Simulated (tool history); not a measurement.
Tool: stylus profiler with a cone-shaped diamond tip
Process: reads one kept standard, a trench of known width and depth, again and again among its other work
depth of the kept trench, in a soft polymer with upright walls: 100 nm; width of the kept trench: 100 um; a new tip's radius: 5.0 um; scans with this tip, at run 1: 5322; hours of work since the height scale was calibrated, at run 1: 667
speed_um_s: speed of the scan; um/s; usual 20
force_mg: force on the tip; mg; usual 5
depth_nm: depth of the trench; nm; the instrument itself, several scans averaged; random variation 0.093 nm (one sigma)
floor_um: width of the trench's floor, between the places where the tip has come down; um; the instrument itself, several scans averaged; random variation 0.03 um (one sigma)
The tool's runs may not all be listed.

run	day	speed_um_s	force_mg	scans with this tip	hours of work since the height scale was calibrated	depth_nm	floor_um
1	0	20	5	5322	667	102.5	97.71
2	2.7	20	5	5611	703	102.35	97.63
3	4.517	20	1.9	5806	728	101.29	97.57
4	7.008	20	1.9	6073	761	101.26	97.59
5	9.046	20	3.03	6291	789	101.92	97.55
6	11.738	15	3.03	6579	825	101.81	97.56
7	13.958	16	4.01	6817	855	102.28	97.6
8	16.583	13	1.96	7098	890	101.52	97.53
9	19.658	13	1.96	7427	931	101.46	97.5
10	21.188	20	2	7591	952	101.64	97.49
11	23.25	5	13.53	7812	979	104.51	97.51

The same runs without the tool's hidden state, with the same run-to-run variation:
The hidden state here: radius of the tip, um; height scale over the true one, %; drift of the gauge itself on depth_nm, %; drift of the gauge itself on floor_um, %.
run	depth_nm	floor_um
1	102.15	98
2	101.98	97.94
3	100.91	97.89
4	100.86	97.93
5	101.5	97.9
6	101.38	97.92
7	101.83	97.98
8	101.05	97.93
9	100.97	97.91
10	101.14	97.91
11	103.98	97.94
